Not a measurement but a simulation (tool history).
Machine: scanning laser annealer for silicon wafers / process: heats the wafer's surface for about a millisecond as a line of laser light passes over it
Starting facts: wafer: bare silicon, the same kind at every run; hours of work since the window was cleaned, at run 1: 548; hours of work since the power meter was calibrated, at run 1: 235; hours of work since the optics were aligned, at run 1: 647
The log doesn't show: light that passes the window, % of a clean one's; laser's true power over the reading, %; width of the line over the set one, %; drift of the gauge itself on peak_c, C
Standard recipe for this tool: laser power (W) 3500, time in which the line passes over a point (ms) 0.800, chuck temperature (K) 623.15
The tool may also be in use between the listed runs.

run	hour	laser power (W)	time in which the line passes over a point (ms)	chuck temperature (K)	hours of work since the window was cleaned	hours of work since the power meter was calibrated	hours of work since the optics were aligned	highest temperature of the surface (K)
1	0.0	3500	0.800	623.15	548	235	647	1327.15
2	11.9	3500	0.800	623.15	556	244	655	1325.15
3	26.8	3500	0.800	623.15	567	255	666	1325.15
4	40.9	3500	0.800	623.15	578	265	677	1318.15
5	61.0	3500	0.800	623.15	592	280	692	1320.15
6	84.0	3438	0.800	623.15	609	297	708	1308.15
7	100.1	3438	0.800	623.15	621	309	720	1303.15
# hour 114.8: window over the wafer cleaned
8	119.8	3438	0.800	623.15	4	322	733	1348.15
9	135.2	3525	0.800	623.15	15	333	745	1364.15
10	146.3	3525	0.800	623.15	23	341	753	1364.15
11	163.0	3525	0.800	623.15	35	353	765	1366.15
12	181.5	3500	0.800	625.15	49	367	779	1360.15
13	194.4	3500	0.800	623.15	59	377	788	1355.15
14	209.9	3500	0.800	623.15	70	388	800	1353.15
15	232.5	3500	0.800	623.15	87	405	816	1351.15
16	252.1	3519	0.800	623.15	101	419	831	1355.15
17	274.0	3519	0.800	623.15	117	435	847	1353.15
18	293.0	3818	0.595	623.15	131	449	861	1300.15
19	317.0	3350	0.883	630.15	149	467	879	1359.15
20	338.9	3350	0.883	607.15	165	483	895	1336.15
21	358.9	3350	0.883	607.15	180	498	910	1336.15
22	371.3	3350	0.883	607.15	189	507	919	1336.15
23	388.8	3500	0.673	623.15	202	520	932	1274.15
24	401.0	3500	0.673	623.15	211	529	941	1272.15
25	415.1	3154	0.673	623.15	221	539	951	1199.15
26	431.0	3411	0.582	633.15	233	551	963	1214.15
27	448.2	3500	0.800	621.15	246	563	975	1337.15
28	469.5	3435	0.706	621.15	261	579	991	1273.15
29	480.0	3207	0.691	620.15	269	587	999	1211.15
30	491.0	3681	0.647	648.15	277	595	1007	1319.15
31	504.1	3252	0.890	623.15	287	605	1016	1317.15

Alternative continuations, all from the tool just after run 31; predict every row:
A	522.2	3344	0.800	623.15	300	618	1030	?
B	522.2	3252	0.890	624.15	300	618	1030	?
C	522.2	3265	0.800	647.15	300	618	1030	?
D	522.2	3819	0.784	593.15	300	618	1030	?
E	522.2	3252	0.890	610.15	300	618	1030	?

run	highest temperature of the surface (K)
A	1301.15
B	1325.15
C	1304.15
D	1376.15
E	1305.15
Take away the tool's hidden state, keep each run's random variation, and the runs would have read:
run	highest temperature of the surface (K)
A	1336.15
B	1361.15
C	1338.15
D	1416.15
E	1341.15
